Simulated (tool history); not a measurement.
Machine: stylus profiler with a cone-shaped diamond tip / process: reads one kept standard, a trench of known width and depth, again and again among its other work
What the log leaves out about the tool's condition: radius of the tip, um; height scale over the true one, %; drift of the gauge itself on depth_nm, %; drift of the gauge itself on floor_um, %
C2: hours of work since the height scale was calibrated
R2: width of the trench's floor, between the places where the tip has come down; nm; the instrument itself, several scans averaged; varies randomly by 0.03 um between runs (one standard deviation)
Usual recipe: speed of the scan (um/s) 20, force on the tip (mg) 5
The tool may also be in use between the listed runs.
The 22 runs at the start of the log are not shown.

{"run": 23, "day": 67.35, "speed of the scan (um/s)": 20, "force on the tip (mg)": 5, "scans with this tip": 7939, "C2": 638, "depth of the trench (Å)": 2031.2, "R2": 47170}
{"day": 69.771, "done": "new tip fitted, height scale calibrated"}
{"run": 24, "day": 70.929, "speed of the scan (um/s)": 20, "force on the tip (mg)": 5, "scans with this tip": 216, "C2": 17, "depth of the trench (Å)": 2027, "R2": 47980}
{"run": 25, "day": 74.283, "speed of the scan (um/s)": 50, "force on the tip (mg)": 3.07, "scans with this tip": 842, "C2": 68, "depth of the trench (Å)": 2018.6, "R2": 47760}
{"run": 26, "day": 76.321, "speed of the scan (um/s)": 33, "force on the tip (mg)": 5.06, "scans with this tip": 1223, "C2": 98, "depth of the trench (Å)": 2025.7, "R2": 47850}
{"run": 27, "day": 78.688, "speed of the scan (um/s)": 11, "force on the tip (mg)": 1.72, "scans with this tip": 1664, "C2": 134, "depth of the trench (Å)": 2015.6, "R2": 47810}
{"run": 28, "day": 82.179, "speed of the scan (um/s)": 22, "force on the tip (mg)": 11.85, "scans with this tip": 2316, "C2": 186, "depth of the trench (Å)": 2046.3, "R2": 47760}
{"run": 29, "day": 86.075, "speed of the scan (um/s)": 7, "force on the tip (mg)": 4.04, "scans with this tip": 3042, "C2": 245, "depth of the trench (Å)": 2025.6, "R2": 47700}
{"run": 30, "day": 89.492, "speed of the scan (um/s)": 7, "force on the tip (mg)": 4.04, "scans with this tip": 3680, "C2": 296, "depth of the trench (Å)": 2025.1, "R2": 47560}

Run 31 comes next. What will it give?
{"run": 31, "day": 93.029, "speed of the scan (um/s)": 7, "force on the tip (mg)": 4.04, "scans with this tip": 4341, "C2": 349, "depth of the trench (Å)": "?", "R2": "?"}

Run 31 measured depth of the trench (Å) 2026.3, R2 47510 nm.
With no hidden state in the tool, this same run would have given depth of the trench (Å) 2021.5, R2 48000 nm.

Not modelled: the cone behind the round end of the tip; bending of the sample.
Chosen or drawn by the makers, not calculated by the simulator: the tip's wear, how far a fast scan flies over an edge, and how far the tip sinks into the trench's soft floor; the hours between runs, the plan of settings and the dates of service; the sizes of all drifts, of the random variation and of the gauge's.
